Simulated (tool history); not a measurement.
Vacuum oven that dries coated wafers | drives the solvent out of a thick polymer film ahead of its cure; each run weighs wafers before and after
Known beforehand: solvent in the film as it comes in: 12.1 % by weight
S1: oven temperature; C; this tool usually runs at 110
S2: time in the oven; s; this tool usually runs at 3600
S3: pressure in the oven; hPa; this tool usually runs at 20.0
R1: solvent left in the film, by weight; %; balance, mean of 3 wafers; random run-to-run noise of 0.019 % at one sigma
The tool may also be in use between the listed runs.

run     day   S1    S2    S3    R1
  1   0.000  110  3600  20.0  3.17
  2   0.712  110  3600  20.0  3.17
  3   1.708  110  3600  20.0  3.16
  4   2.854  110  3600  20.0  3.21
  5   4.046  110  3600  20.0  3.21
  6   4.788  110  3600  15.9  2.99
  7   5.433  105  3600  15.9  3.93
  8   6.288  105  3600  15.9  3.90
  9   6.975  105  3600  15.9  3.88
 10   8.225  110  3600  20.0  3.16
 11   9.312  110  3600  20.0  3.16
 12  10.412  110  3600  20.0  3.14
 13  10.992  110  3600  20.0  3.13
 14  12.046  110  3600  20.0  3.12
 15  12.608  110  3600  20.0  3.15
 16  13.917  110  3960  20.0  2.87
 17  15.154  110  3960  20.0  2.87
 18  16.454  110  3960  20.0  2.81
 19  17.675  114  5220  52.3  2.97
 20  18.758  114  3300  45.5  3.65
 21  19.562  114  3300  45.5  3.68
 22  20.417  114  3300  45.5  3.62
 23  21.371  119  5520  57.6  2.47
 24  22.638   99  3600  47.1  6.53
 25  23.638  102  4740  43.0  5.00
 26  24.258  102  4740  43.0  4.94
 27  24.867  117  2220  15.6  3.25
 28  25.471  117  2220  15.6  3.24
 29  26.362  117  2220  15.6  3.24
 30  27.471  110  3600  55.1  4.57
 31  28.783   96  3180  11.6  5.70
 32  29.700   96  3180  55.7  7.82
 33  30.671  118  2280  11.4  2.82
 34  31.808  101  5640  24.4  3.66
 35  32.517  101  5640  24.4  3.63
 36  33.825  105  1980  19.5  5.88

Below are 4 alternative next runs, each starting from the tool's condition after run 36. Predict each:
  A  34.575  109  1980  62.1   ?
  B  34.575  100  3600  20.0   ?
  C  34.575   96  3600  20.0   ?
  D  34.575  113  2220  64.4   ?

run    R1
  A  6.57
  B  4.91
  C  5.73
  D  5.52
Without the tool's unlogged condition, the same runs would have read:
run    R1
  A  6.78
  B  5.10
  C  5.92
  D  5.74

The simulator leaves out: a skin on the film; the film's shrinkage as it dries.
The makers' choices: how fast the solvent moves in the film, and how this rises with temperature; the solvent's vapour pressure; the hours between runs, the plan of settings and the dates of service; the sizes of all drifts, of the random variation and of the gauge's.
